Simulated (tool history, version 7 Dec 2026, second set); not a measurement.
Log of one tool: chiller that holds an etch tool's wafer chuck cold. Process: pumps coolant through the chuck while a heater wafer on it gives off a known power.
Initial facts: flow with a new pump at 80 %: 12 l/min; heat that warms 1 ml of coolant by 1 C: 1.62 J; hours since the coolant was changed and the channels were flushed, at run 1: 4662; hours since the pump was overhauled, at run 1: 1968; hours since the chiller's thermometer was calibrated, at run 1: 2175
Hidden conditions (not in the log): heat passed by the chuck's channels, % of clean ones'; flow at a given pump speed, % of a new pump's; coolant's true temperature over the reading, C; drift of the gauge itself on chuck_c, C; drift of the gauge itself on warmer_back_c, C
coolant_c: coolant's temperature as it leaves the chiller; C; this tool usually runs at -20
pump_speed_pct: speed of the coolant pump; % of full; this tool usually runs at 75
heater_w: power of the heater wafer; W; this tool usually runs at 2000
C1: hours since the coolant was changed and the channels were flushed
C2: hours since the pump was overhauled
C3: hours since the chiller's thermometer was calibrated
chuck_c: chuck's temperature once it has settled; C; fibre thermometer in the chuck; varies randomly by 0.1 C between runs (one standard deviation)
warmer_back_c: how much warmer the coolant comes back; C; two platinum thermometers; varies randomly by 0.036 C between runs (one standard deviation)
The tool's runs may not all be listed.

Run 1, hour 0.0: usual settings; C1 4662; C2 1968; C3 2175. Result: chuck_c -5.7 C, warmer_back_c 6.47 C.
Run 2, hour 76.6: usual settings; C1 4739; C2 2044; C3 2252. Result: chuck_c -5.5 C, warmer_back_c 6.56 C.
Run 3, hour 174.5: usual settings but heater_w 1058 W; C1 4837; C2 2142; C3 2349. Result: chuck_c -12.4 C, warmer_back_c 3.44 C.
At hour 263.7: coolant changed, channels flushed.
At hour 294.8: chiller's thermometer calibrated.
Run 4, hour 294.8: usual settings but heater_w 1058 W; C1 30; C2 2256; C3 0. Result: chuck_c -12.1 C, warmer_back_c 3.46 C.
Run 5, hour 445.3: usual settings but pump_speed_pct 83 % of full, heater_w 1058 W; C1 181; C2 2406; C3 150. Result: chuck_c -12.7 C, warmer_back_c 3.08 C.
Run 6, hour 517.6: usual settings but pump_speed_pct 83 % of full, heater_w 1058 W; C1 253; C2 2478; C3 223. Result: chuck_c -12.6 C, warmer_back_c 3.10 C.
Run 7, hour 602.8: usual settings but heater_w 1058 W; C1 338; C2 2564; C3 308. Result: chuck_c -12.3 C, warmer_back_c 3.42 C.
Run 8, hour 743.4: usual settings but heater_w 1058 W; C1 479; C2 2704; C3 449. Result: chuck_c -12.4 C, warmer_back_c 3.41 C.
Run 9, hour 886.3: usual settings but heater_w 1058 W; C1 622; C2 2847; C3 591. Result: chuck_c -12.4 C, warmer_back_c 3.44 C.
Run 10, hour 951.0: usual settings but heater_w 1058 W; C1 686; C2 2912; C3 656. Result: chuck_c -12.3 C, warmer_back_c 3.46 C.
Run 11, hour 1050.4: usual settings but heater_w 1058 W; C1 786; C2 3011; C3 756. Result: chuck_c -12.2 C, warmer_back_c 3.42 C.
Run 12, hour 1130.1: usual settings but heater_w 1143 W; C1 865; C2 3091; C3 835. Result: chuck_c -11.7 C, warmer_back_c 3.67 C.
Run 13, hour 1195.3: usual settings but heater_w 1143 W; C1 931; C2 3156; C3 900. Result: chuck_c -11.7 C, warmer_back_c 3.71 C.
Run 14, hour 1318.8: usual settings but heater_w 2558 W; C1 1054; C2 3279; C3 1024. Result: chuck_c -1.6 C, warmer_back_c 8.39 C.
Run 15, hour 1404.6: usual settings but heater_w 2558 W; C1 1140; C2 3365; C3 1110. Result: chuck_c -1.6 C, warmer_back_c 8.32 C.
Run 16, hour 1513.3: usual settings but coolant_c -27 C, pump_speed_pct 69 % of full; C1 1249; C2 3474; C3 1218. Result: chuck_c -12.0 C, warmer_back_c 7.01 C.
Run 17, hour 1644.7: usual settings but coolant_c -16 C, pump_speed_pct 91 % of full, heater_w 1833 W; C1 1380; C2 3605; C3 1350. Result: chuck_c -4.1 C, warmer_back_c 4.89 C.
Run 18, hour 1734.1: usual settings but pump_speed_pct 61 % of full; C1 1469; C2 3695; C3 1439. Result: chuck_c -3.7 C, warmer_back_c 7.97 C.
Run 19, hour 1884.9: usual settings but coolant_c -26 C, pump_speed_pct 66 % of full; C1 1620; C2 3846; C3 1590. Result: chuck_c -10.3 C, warmer_back_c 7.31 C.
Run 20, hour 2012.0: usual settings but coolant_c -26 C, pump_speed_pct 66 % of full, heater_w 1137 W; C1 1747; C2 3973; C3 1717. Result: chuck_c -17.1 C, warmer_back_c 4.11 C.
Run 21, hour 2118.5: usual settings but coolant_c -26 C, pump_speed_pct 62 % of full; C1 1854; C2 4079; C3 1824. Result: chuck_c -9.9 C, warmer_back_c 7.82 C.
Run 22, hour 2196.4: usual settings but coolant_c -26 C, pump_speed_pct 93 % of full; C1 1932; C2 4157; C3 1902. Result: chuck_c -13.3 C, warmer_back_c 5.13 C.
Run 23, hour 2289.1: usual settings but coolant_c -26 C, pump_speed_pct 93 % of full; C1 2024; C2 4250; C3 1994. Result: chuck_c -13.1 C, warmer_back_c 5.16 C.
Run 24, hour 2370.4: usual settings but coolant_c -25 C, pump_speed_pct 88 % of full, heater_w 1601 W; C1 2106; C2 4331; C3 2076. Result: chuck_c -14.6 C, warmer_back_c 4.31 C.
Run 25, hour 2458.0: usual settings but coolant_c -28 C, pump_speed_pct 65 % of full; C1 2193; C2 4419; C3 2163. Result: chuck_c -12.4 C, warmer_back_c 7.38 C.
Run 26, hour 2608.3: usual settings but coolant_c -28 C, pump_speed_pct 65 % of full; C1 2344; C2 4569; C3 2313. Result: chuck_c -12.3 C, warmer_back_c 7.43 C.
Run 27, hour 2721.0: usual settings but coolant_c -25 C, pump_speed_pct 65 % of full, heater_w 2090 W; C1 2456; C2 4682; C3 2426. Result: chuck_c -8.6 C, warmer_back_c 7.73 C.
At hour 2759.3: chiller's thermometer calibrated.
Run 28, hour 2802.9: usual settings but coolant_c -21 C; C1 2537; C2 4763; C3 44. Result: chuck_c -6.6 C, warmer_back_c 6.35 C.

4 ways to go on from here, each from the tool as it stands after run 28. What would each give?
Run A, hour 2950.3: usual settings but heater_w 2716 W; C1 2685; C2 4910; C3 191. Result: chuck_c ?, warmer_back_c ?.
Run B, hour 2950.3: usual settings but coolant_c -27 C, pump_speed_pct 84 % of full, heater_w 1807 W; C1 2685; C2 4910; C3 191. Result: chuck_c ?, warmer_back_c ?.
Run C, hour 2950.3: usual settings but coolant_c -11 C, pump_speed_pct 91 % of full, heater_w 2197 W; C1 2685; C2 4910; C3 191. Result: chuck_c ?, warmer_back_c ?.
Run D, hour 2950.3: usual settings but coolant_c -21 C, pump_speed_pct 64 % of full; C1 2685; C2 4910; C3 191. Result: chuck_c ?, warmer_back_c ?.

run  chuck_c  warmer_back_c
  A     -0.5           8.70
  B    -14.8           5.12
  C      3.3           5.75
  D     -5.1           7.43
What these runs would have given with no unlogged condition in the tool:
run  chuck_c  warmer_back_c
  A     -0.5           8.89
  B    -14.9           5.31
  C      3.3           5.95
  D     -5.1           7.62
